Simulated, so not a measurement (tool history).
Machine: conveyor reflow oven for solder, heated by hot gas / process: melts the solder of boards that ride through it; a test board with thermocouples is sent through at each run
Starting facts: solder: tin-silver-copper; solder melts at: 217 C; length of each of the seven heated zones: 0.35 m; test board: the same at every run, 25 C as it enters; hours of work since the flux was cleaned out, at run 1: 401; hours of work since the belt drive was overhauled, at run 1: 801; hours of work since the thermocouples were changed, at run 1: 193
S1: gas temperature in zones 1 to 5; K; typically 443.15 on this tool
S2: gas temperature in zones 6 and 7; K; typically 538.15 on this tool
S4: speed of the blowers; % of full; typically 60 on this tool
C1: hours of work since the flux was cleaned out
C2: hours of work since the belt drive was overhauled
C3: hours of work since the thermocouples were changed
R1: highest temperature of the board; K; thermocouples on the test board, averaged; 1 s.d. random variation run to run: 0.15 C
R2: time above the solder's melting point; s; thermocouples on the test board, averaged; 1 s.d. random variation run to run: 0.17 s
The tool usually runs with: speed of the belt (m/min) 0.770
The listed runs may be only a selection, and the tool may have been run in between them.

Run 1, day 0.000: usual settings; C1 401; C2 801; C3 193. Result: R1 513.55 K, R2 31.1 s.
Run 2, day 0.662: usual settings but S4 67 % of full; C1 410; C2 811; C3 203. Result: R1 515.55 K, R2 33.0 s.
Run 3, day 1.662: usual settings but S4 67 % of full; C1 424; C2 825; C3 217. Result: R1 515.55 K, R2 33.2 s.
At day 1.975: flux residue cleaned out of gas plates and filters.
Run 4, day 2.867: usual settings but S4 67 % of full; C1 13; C2 839; C3 231. Result: R1 518.25 K, R2 35.1 s.
Run 5, day 3.938: usual settings but S4 67 % of full; C1 28; C2 854; C3 247. Result: R1 518.35 K, R2 35.2 s.
At day 4.196: belt drive overhauled, speed set with a stopwatch.
Run 6, day 5.392: usual settings but speed of the belt (m/min) 0.817, S4 80 % of full; C1 46; C2 17; C3 265. Result: R1 519.85 K, R2 34.9 s.

Predict the results of run 7:
Run 7, day 6.329: usual settings but S2 539.15 K, speed of the belt (m/min) 0.645, S4 71 % of full; C1 60; C2 30; C3 278. Result: R1 ?, R2 ?.

R1: 526.15 K
R2: 50.0 s
With no hidden state in the tool, this same run would have given R1 524.85 K, R2 47.7 s.

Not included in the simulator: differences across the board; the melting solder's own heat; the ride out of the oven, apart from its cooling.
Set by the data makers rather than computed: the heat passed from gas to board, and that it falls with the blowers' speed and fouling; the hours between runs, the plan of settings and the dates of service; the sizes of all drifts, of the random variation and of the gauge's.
